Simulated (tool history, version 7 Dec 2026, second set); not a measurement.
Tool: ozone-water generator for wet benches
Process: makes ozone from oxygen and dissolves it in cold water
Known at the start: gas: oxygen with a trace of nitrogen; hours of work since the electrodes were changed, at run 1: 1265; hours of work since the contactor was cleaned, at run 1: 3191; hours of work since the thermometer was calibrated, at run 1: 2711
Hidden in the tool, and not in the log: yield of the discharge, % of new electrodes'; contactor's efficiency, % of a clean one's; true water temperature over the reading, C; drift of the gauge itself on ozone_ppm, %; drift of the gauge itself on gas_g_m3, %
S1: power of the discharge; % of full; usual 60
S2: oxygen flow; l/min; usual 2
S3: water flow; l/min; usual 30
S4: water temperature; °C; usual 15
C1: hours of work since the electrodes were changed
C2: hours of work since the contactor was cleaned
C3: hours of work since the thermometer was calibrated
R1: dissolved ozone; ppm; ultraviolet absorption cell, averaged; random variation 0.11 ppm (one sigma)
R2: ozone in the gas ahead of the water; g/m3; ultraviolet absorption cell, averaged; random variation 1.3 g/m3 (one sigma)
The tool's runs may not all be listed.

| run | hour | S1 | S2 | S3 | S4 | C1 | C2 | C3 | R1 | R2 |
|---|---|---|---|---|---|---|---|---|---|---|
| 1 | 0 | 60 | 2 | 30 | 15 | 1265 | 3191 | 2711 | 8.3 | 223.2 |
| 2 | 62.8 | 60 | 2 | 30 | 15 | 1310 | 3236 | 2756 | 8.2 | 223.1 |
| 3 | 116.2 | 60 | 2 | 30 | 15 | 1347 | 3274 | 2794 | 8.2 | 221.7 |
| 4 | 180.6 | 60 | 2 | 34 | 15 | 1393 | 3319 | 2839 | 7 | 221.8 |
| 5 | 261.9 | 60 | 2 | 30 | 8 | 1450 | 3377 | 2896 | 8.6 | 221.5 |
| 6 | 313.3 | 60 | 2 | 30 | 15 | 1487 | 3413 | 2933 | 8 | 220.3 |
| 7 | 359.3 | 89 | 2 | 30 | 15 | 1519 | 3445 | 2965 | 11.4 | 308.7 |
| 8 | 409 | 89 | 2 | 30 | 15 | 1554 | 3480 | 3000 | 11.3 | 306.2 |
| 9 | 456 | 89 | 2 | 30 | 15 | 1587 | 3514 | 3034 | 11.3 | 305.5 |
| 10 | 506.7 | 60 | 2 | 30 | 15 | 1623 | 3549 | 3069 | 8.1 | 220.9 |
| 11 | 583.8 | 60 | 2 | 30 | 15 | 1678 | 3604 | 3124 | 8.1 | 221.9 |
| 12 | 624.4 | 46 | 2.16 | 38 | 14 | 1706 | 3633 | 3153 | 5.3 | 170.8 |
| 13 | 678.5 | 60 | 2.1 | 30 | 22 | 1745 | 3671 | 3191 | 7.8 | 216.1 |
| 14 | 734.5 | 60 | 1.26 | 38 | 12 | 1784 | 3710 | 3230 | 5 | 259.7 |
| 15 | 779.4 | 60 | 2 | 30 | 14 | 1816 | 3742 | 3262 | 8.3 | 217.2 |
| 16 | 856.6 | 66 | 1.67 | 33 | 13 | 1870 | 3797 | 3317 | 7.3 | 253.9 |
| 17 | 948.2 | 66 | 1.67 | 33 | 13 | 1935 | 3861 | 3381 | 7.4 | 251 |
| 18 | 1007.2 | 80 | 1.67 | 35 | 13 | 1977 | 3903 | 3423 | 7.8 | 293.2 |
| 19 | 1060.2 | 63 | 2.6 | 47 | 19 | 2014 | 3941 | 3461 | 5.4 | 203.7 |
| 20 | 1144.8 | 68 | 2.86 | 30 | 23 | 2074 | 4000 | 3520 | 9.6 | 209.7 |
| 21 | 1204.2 | 68 | 2.86 | 30 | 23 | 2116 | 4042 | 3562 | 9.6 | 208.1 |
| 22 | 1252.9 | 60 | 2 | 24 | 15 | 2150 | 4077 | 3597 | 10.2 | 214.8 |

Some steps in R1 between neighbouring runs. How much of each would the tool show without its hidden state too (settings, what came in, random variation), and how much is left for the hidden state, with any gauge scatter that isn't in both results?
Run 6 -> 7: S1 60 -> 89. R1 +3.4 ppm: hidden state -0.6, all else +4.
Run 9 -> 10: S1 89 -> 60. R1 -3.2 ppm: hidden state +0.7, all else -3.9.
Run 19 -> 20: S1 63 -> 68, S2 2.6 -> 2.86, S3 47 -> 30, S4 19 -> 23. R1 +4.2 ppm: hidden state -0.6, all else +4.8.

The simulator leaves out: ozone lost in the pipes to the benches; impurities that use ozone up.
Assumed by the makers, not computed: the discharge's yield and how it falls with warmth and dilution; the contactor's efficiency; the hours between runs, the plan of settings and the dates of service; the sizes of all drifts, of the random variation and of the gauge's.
